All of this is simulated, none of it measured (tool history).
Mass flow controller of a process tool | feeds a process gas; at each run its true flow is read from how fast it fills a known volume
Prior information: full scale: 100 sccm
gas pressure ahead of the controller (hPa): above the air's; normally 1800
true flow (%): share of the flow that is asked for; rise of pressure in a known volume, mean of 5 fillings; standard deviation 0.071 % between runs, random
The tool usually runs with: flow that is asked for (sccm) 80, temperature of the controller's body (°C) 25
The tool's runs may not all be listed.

run,hour,flow that is asked for (sccm),gas pressure ahead of the controller (hPa),temperature of the controller's body (°C),true flow (%)
1,0.0,80,1800,25,99.30
2,102.6,80,1800,25,99.31
3,166.4,80,1800,25,99.22
4,288.3,80,1800,21,98.90
5,345.4,80,1800,25,99.34
6,465.6,80,1950,25,99.16
7,526.7,80,1950,25,99.27
8,626.4,80,1950,25,99.26
9,687.4,80,1950,25,99.32
10,784.8,80,1950,25,99.35
11,903.2,80,1950,25,99.26
12,978.2,80,1950,25,99.17
13,1050.1,16,1800,25,95.33
14,1108.9,16,1800,25,95.44
15,1183.2,16,1800,25,95.31
16,1306.6,16,1800,25,95.28
17,1362.0,68,1800,25,98.97
18,1422.9,68,1800,25,98.93
19,1479.3,15,1800,25,94.86
20,1562.3,15,1800,25,94.94
21,1692.1,15,1800,25,94.64
22,1761.5,15,1800,25,94.57
23,1838.3,15,1800,25,94.51
24,1937.5,15,1800,25,94.45
25,2047.8,80,1800,25,99.09
26,2127.4,80,1800,25,99.14
27,2223.2,80,1800,25,99.30
28,2298.5,40,1800,25,97.74

The next listed run, before its measurement:
29,2377.9,40,1800,24,?

{"run 29": {"true flow (%)": 97.47}}
Minus the tool's unlogged condition, the same run would have read true flow (%) 99.24.
